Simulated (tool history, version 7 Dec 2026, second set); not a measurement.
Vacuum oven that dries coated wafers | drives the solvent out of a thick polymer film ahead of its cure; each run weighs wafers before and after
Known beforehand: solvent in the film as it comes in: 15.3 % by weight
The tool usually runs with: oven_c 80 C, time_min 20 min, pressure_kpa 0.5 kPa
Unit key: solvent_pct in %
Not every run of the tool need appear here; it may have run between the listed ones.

run 1 hour=0 | oven_c=80 time_min=20 pressure_kpa=0.5 | solvent_pct=1.97
run 2 hour=10.5 | oven_c=80 time_min=20 pressure_kpa=0.5 | solvent_pct=2.01
run 3 hour=17.7 | oven_c=72 time_min=20 pressure_kpa=0.5 | solvent_pct=3.52
run 4 hour=26.9 | oven_c=72 time_min=20 pressure_kpa=0.5 | solvent_pct=3.51
run 5 hour=36 | oven_c=72 time_min=20 pressure_kpa=0.5 | solvent_pct=3.6
run 6 hour=42.1 | oven_c=72 time_min=20 pressure_kpa=0.93 | solvent_pct=3.99
run 7 hour=47.6 | oven_c=80 time_min=29 pressure_kpa=0.5 | solvent_pct=1.03
run 8 hour=58.6 | oven_c=83 time_min=29 pressure_kpa=0.5 | solvent_pct=0.86
run 9 hour=67.8 | oven_c=80 time_min=27 pressure_kpa=0.5 | solvent_pct=1.12
run 10 hour=74.5 | oven_c=80 time_min=20 pressure_kpa=0.5 | solvent_pct=1.95
run 11 hour=79.6 | oven_c=80 time_min=20 pressure_kpa=0.363 | solvent_pct=1.87
run 12 hour=90.5 | oven_c=80 time_min=20 pressure_kpa=0.363 | solvent_pct=1.81
run 13 hour=95.8 | oven_c=80 time_min=20 pressure_kpa=0.809 | solvent_pct=2.29
run 14 hour=101.3 | oven_c=80 time_min=20 pressure_kpa=1.383 | solvent_pct=2.83
run 15 hour=108.3 | oven_c=80 time_min=20 pressure_kpa=1.44 | solvent_pct=2.83
run 16 hour=118.1 | oven_c=80 time_min=20 pressure_kpa=1.44 | solvent_pct=2.78
run 17 hour=126.4 | oven_c=80 time_min=20 pressure_kpa=1.44 | solvent_pct=2.75
run 18 hour=132.9 | oven_c=80 time_min=20 pressure_kpa=1.44 | solvent_pct=2.92
run 19 hour=138.2 | oven_c=80 time_min=20 pressure_kpa=1.44 | solvent_pct=2.95
run 20 hour=148.8 | oven_c=80 time_min=20 pressure_kpa=0.5 | solvent_pct=1.94
run 21 hour=159.7 | oven_c=80 time_min=20 pressure_kpa=0.5 | solvent_pct=1.91
run 22 hour=171.1 | oven_c=80 time_min=20 pressure_kpa=0.5 | solvent_pct=1.87
run 23 hour=181.3 | oven_c=80 time_min=20 pressure_kpa=0.5 | solvent_pct=1.95
run 24 hour=187 | oven_c=80 time_min=20 pressure_kpa=1.879 | solvent_pct=3.24
run 25 hour=193.6 | oven_c=66 time_min=19 pressure_kpa=1.051 | solvent_pct=5.98
run 26 hour=202.7 | oven_c=66 time_min=19 pressure_kpa=1.051 | solvent_pct=6.13
run 27 hour=209.9 | oven_c=65 time_min=20 pressure_kpa=0.763 | solvent_pct=5.78
run 28 hour=216.9 | oven_c=79 time_min=20 pressure_kpa=0.323 | solvent_pct=2.03
run 29 hour=222.3 | oven_c=88 time_min=16 pressure_kpa=0.739 | solvent_pct=1.59
-- hour=224.9 oven's thermocouples calibrated
run 30 hour=233.2 | oven_c=72 time_min=15 pressure_kpa=0.488 | solvent_pct=4.91
run 31 hour=239.8 | oven_c=80 time_min=20 pressure_kpa=1.79 | solvent_pct=3.26
run 32 hour=250.8 | oven_c=80 time_min=12 pressure_kpa=0.262 | solvent_pct=3.74

Run 33, settings as shown, results not yet in. Your forecast:
run 33 hour=258.8 | oven_c=70 time_min=20 pressure_kpa=0.5 | solvent_pct=?

solvent_pct: 4.23 %
Take away the tool's hidden state, keep the run-to-run variation as it was, and the same run would have given solvent_pct 3.9 %.
